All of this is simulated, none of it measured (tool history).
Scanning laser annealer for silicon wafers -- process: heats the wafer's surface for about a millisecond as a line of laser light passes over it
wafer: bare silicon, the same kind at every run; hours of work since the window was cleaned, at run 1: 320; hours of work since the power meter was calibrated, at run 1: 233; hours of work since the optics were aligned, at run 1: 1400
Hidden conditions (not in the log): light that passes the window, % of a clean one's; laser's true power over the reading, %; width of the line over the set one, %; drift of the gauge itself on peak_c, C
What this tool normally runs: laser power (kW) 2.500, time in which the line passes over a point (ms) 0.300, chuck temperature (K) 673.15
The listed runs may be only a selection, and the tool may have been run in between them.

run,day,laser power (kW),time in which the line passes over a point (ms),chuck temperature (K),hours of work since the window was cleaned,hours of work since the power meter was calibrated,hours of work since the optics were aligned,highest temperature of the surface (K)
1,0.000,2.500,0.300,673.15,320,233,1400,1400.15
2,0.271,2.342,0.300,673.15,324,238,1404,1354.15
3,0.521,2.342,0.300,673.15,328,241,1408,1354.15
4,0.688,2.500,0.300,673.15,330,244,1410,1394.15
5,0.850,2.664,0.300,673.15,333,246,1413,1444.15
6,1.200,2.500,0.300,673.15,338,252,1418,1399.15
7,1.550,2.500,0.300,673.15,344,257,1424,1398.15
8,1.900,2.500,0.300,673.15,349,263,1429,1394.15
9,2.208,2.500,0.300,673.15,354,268,1434,1396.15
10,2.508,2.500,0.300,706.15,359,272,1439,1426.15
# day 2.733: optics aligned, line set to its width
11,3.050,2.500,0.313,680.15,364,277,5,1414.15
12,3.325,2.747,0.364,654.15,368,282,9,1512.15
13,3.692,2.284,0.326,652.15,374,287,15,1340.15
14,4.008,2.439,0.327,701.15,379,292,20,1429.15
# day 4.146: window over the wafer cleaned
15,4.267,2.518,0.280,701.15,2,295,23,1429.15
16,4.554,2.518,0.280,701.15,6,299,27,1427.15
# day 4.854: optics aligned, line set to its width, once more
17,5.125,2.399,0.280,664.15,12,305,4,1366.15
18,5.442,2.399,0.243,664.15,17,310,9,1324.15
19,5.688,2.255,0.223,673.15,21,314,13,1268.15
20,6.067,2.304,0.347,696.15,27,320,19,1438.15

3 ways to go on from here, each from the tool as it stands after run 20. What would each give?
A,6.258,2.351,0.372,696.15,30,323,22,?
B,6.258,2.173,0.299,654.15,30,323,22,?
C,6.258,2.500,0.236,673.15,30,323,22,?

run,highest temperature of the surface (K)
A,1475.15
B,1310.15
C,1353.15
With the hidden condition removed and each run's random variation left untouched, the same runs would have given:
run,highest temperature of the surface (K)
A,1480.15
B,1314.15
C,1357.15
